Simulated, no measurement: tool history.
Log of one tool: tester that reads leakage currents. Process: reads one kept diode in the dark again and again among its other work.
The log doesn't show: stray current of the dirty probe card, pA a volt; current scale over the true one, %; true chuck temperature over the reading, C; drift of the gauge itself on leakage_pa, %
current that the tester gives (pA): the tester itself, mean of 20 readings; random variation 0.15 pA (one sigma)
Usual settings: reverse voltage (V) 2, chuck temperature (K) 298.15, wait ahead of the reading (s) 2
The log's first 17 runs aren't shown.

run	day	reverse voltage (V)	chuck temperature (K)	wait ahead of the reading (s)	hours of work since the probe card was cleaned	hours of work since the tester was calibrated	hours of work since the chuck was calibrated	current that the tester gives (pA)
18	77.304	2	299.15	2	1167	880	324	47.7
19	80.212	1.29	295.15	5.18	1198	910	354	29.99
20	86.254	1.29	295.15	5.18	1260	973	417	29.42
21	90.567	1.9	295.15	4.6	1305	1017	461	34.2
22	95.912	1.9	295.15	4.6	1360	1073	517	33.94
# day 99.946: chuck's temperature calibrated
23	100.304	1.9	295.15	4.6	1405	1117	4	39.26
24	104.471	1.9	295.15	4.6	1448	1160	47	38.97
25	109.338	1.9	295.15	4.6	1498	1211	97	38.53
26	115.992	12.94	295.15	4.6	1567	1280	166	93.41
27	119.9	12.94	295.15	4.6	1607	1320	207	93.83
28	124.55	12.94	305.15	1.92	1656	1368	255	166.42
29	128.238	4.27	333.15	6.06	1694	1406	293	591.15
30	134.538	4.27	333.15	6.06	1759	1471	358	580.13

Run 31 comes next. What will it give?
31	138.008	4.27	333.15	6.06	1795	1507	394	?

{"run 31": {"current that the tester gives (pA)": 575.38}}
Without the tool's hidden state the same run would have given current that the tester gives (pA) 626.08.
